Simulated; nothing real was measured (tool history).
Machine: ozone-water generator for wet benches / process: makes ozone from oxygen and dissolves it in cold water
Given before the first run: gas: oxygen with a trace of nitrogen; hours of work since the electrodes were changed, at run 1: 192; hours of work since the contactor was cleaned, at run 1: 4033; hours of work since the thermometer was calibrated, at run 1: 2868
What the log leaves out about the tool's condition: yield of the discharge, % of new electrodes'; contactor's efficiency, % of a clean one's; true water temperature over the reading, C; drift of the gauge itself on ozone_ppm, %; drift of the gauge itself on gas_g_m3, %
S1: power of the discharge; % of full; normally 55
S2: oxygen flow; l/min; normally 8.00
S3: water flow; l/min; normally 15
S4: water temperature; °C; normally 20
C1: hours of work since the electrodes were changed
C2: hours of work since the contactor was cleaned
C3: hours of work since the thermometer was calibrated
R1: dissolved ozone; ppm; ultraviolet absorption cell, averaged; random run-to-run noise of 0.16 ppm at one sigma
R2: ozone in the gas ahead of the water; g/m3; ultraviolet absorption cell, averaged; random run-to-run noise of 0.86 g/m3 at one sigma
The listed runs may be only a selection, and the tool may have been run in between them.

Run 1, day 0.000: usual settings; C1 192; C2 4033; C3 2868. Result: R1 20.5 ppm, R2 142.1 g/m3.
Run 2, day 0.825: usual settings but S4 22 °C; C1 205; C2 4046; C3 2880. Result: R1 19.8 ppm, R2 141.7 g/m3.
Run 3, day 1.808: usual settings but S4 22 °C; C1 220; C2 4061; C3 2896. Result: R1 19.6 ppm, R2 140.7 g/m3.
Run 4, day 2.696: usual settings but S4 22 °C; C1 234; C2 4075; C3 2910. Result: R1 19.7 ppm, R2 139.5 g/m3.
Run 5, day 4.183: usual settings but S4 22 °C; C1 258; C2 4099; C3 2933. Result: R1 19.7 ppm, R2 142.2 g/m3.
Run 6, day 5.479: usual settings but S4 18 °C; C1 278; C2 4119; C3 2953. Result: R1 21.5 ppm, R2 139.5 g/m3.
Run 7, day 6.229: usual settings but S4 18 °C; C1 290; C2 4131; C3 2965. Result: R1 21.3 ppm, R2 140.7 g/m3.
Run 8, day 7.421: usual settings; C1 308; C2 4149; C3 2984. Result: R1 20.6 ppm, R2 141.2 g/m3.
Run 9, day 8.921: usual settings; C1 332; C2 4173; C3 3007. Result: R1 20.8 ppm, R2 142.1 g/m3.
Run 10, day 9.721: usual settings; C1 344; C2 4185; C3 3020. Result: R1 20.8 ppm, R2 141.1 g/m3.
Run 11, day 11.054: usual settings; C1 365; C2 4206; C3 3041. Result: R1 20.7 ppm, R2 141.8 g/m3.
Run 12, day 12.346: usual settings; C1 385; C2 4226; C3 3061. Result: R1 20.7 ppm, R2 139.7 g/m3.
Run 13, day 14.050: usual settings; C1 412; C2 4253; C3 3087. Result: R1 20.6 ppm, R2 140.4 g/m3.
Run 14, day 15.554: usual settings; C1 436; C2 4277; C3 3111. Result: R1 20.6 ppm, R2 142.8 g/m3.
Run 15, day 17.096: usual settings; C1 460; C2 4301; C3 3135. Result: R1 20.5 ppm, R2 140.5 g/m3.
Run 16, day 18.654: usual settings; C1 484; C2 4325; C3 3159. Result: R1 20.4 ppm, R2 141.0 g/m3.
Run 17, day 20.346: usual settings; C1 510; C2 4351; C3 3186. Result: R1 20.7 ppm, R2 139.9 g/m3.
Run 18, day 21.975: usual settings but S2 5.80 l/min, S3 21 l/min, S4 16 °C; C1 536; C2 4377; C3 3211. Result: R1 17.1 ppm, R2 158.2 g/m3.
Run 19, day 23.075: usual settings but S2 5.80 l/min, S3 21 l/min, S4 16 °C; C1 553; C2 4394; C3 3229. Result: R1 17.0 ppm, R2 158.7 g/m3.
Run 20, day 24.008: usual settings but S1 41 % of full, S2 8.88 l/min, S3 21 l/min, S4 15 °C; C1 568; C2 4409; C3 3243. Result: R1 16.0 ppm, R2 115.1 g/m3.
Run 21, day 25.762: usual settings but S1 45 % of full, S3 12 l/min; C1 595; C2 4436; C3 3271. Result: R1 20.8 ppm, R2 127.1 g/m3.
Run 22, day 27.154: usual settings but S1 45 % of full, S3 12 l/min; C1 617; C2 4458; C3 3292. Result: R1 21.0 ppm, R2 127.1 g/m3.
Run 23, day 28.079: usual settings but S1 45 % of full, S3 12 l/min, S4 15 °C; C1 631; C2 4473; C3 3307. Result: R1 23.6 ppm, R2 127.4 g/m3.
Run 24, day 29.875: usual settings but S1 45 % of full, S3 12 l/min, S4 15 °C; C1 660; C2 4501; C3 3335. Result: R1 23.0 ppm, R2 126.6 g/m3.
Run 25, day 31.321: usual settings but S1 45 % of full, S3 12 l/min, S4 15 °C; C1 682; C2 4523; C3 3358. Result: R1 23.7 ppm, R2 125.2 g/m3.
Run 26, day 33.083: usual settings but S1 57 % of full, S3 14 l/min, S4 15 °C; C1 710; C2 4551; C3 3385. Result: R1 24.2 ppm, R2 143.1 g/m3.
Run 27, day 34.442: usual settings but S2 10.87 l/min, S3 16 l/min, S4 27 °C; C1 731; C2 4572; C3 3407. Result: R1 16.8 ppm, R2 126.7 g/m3.
Run 28, day 36.088: usual settings but S2 4.06 l/min; C1 757; C2 4598; C3 3432. Result: R1 19.5 ppm, R2 180.4 g/m3.
Run 29, day 37.433: usual settings but S1 48 % of full, S2 6.02 l/min, S3 14 l/min; C1 778; C2 4619; C3 3453. Result: R1 19.9 ppm, R2 146.6 g/m3.
Run 30, day 39.058: usual settings but S1 48 % of full, S2 7.08 l/min, S3 10 l/min, S4 24 °C; C1 803; C2 4644; C3 3479. Result: R1 21.7 ppm, R2 137.2 g/m3.
Run 31, day 40.471: usual settings but S1 48 % of full, S2 7.08 l/min, S3 10 l/min, S4 24 °C; C1 825; C2 4666; C3 3501. Result: R1 22.0 ppm, R2 137.2 g/m3.

Consider 4 possible next runs. They are alternatives, not a sequence: every one starts from the tool as it was left by run 31. What does each give?
Run A, day 41.800: usual settings but S1 48 % of full, S2 7.08 l/min, S4 24 °C; C1 846; C2 4687; C3 3522. Result: R1 ?, R2 ?.
Run B, day 41.800: usual settings but S2 6.28 l/min, S3 11 l/min; C1 846; C2 4687; C3 3522. Result: R1 ?, R2 ?.
Run C, day 41.800: usual settings but S2 11.28 l/min, S3 12 l/min, S4 15 °C; C1 846; C2 4687; C3 3522. Result: R1 ?, R2 ?.
Run D, day 41.800: usual settings but S1 40 % of full, S4 24 °C; C1 846; C2 4687; C3 3522. Result: R1 ?, R2 ?.

run    R1     R2
  A  17.5  137.6
  B  24.4  155.2
  C  25.1  125.1
  D  16.0  118.8
Take away the tool's hidden state, keep each run's random variation, and the runs would have read:
run    R1     R2
  A  17.5  137.7
  B  24.4  155.3
  C  25.1  125.1
  D  16.1  118.9
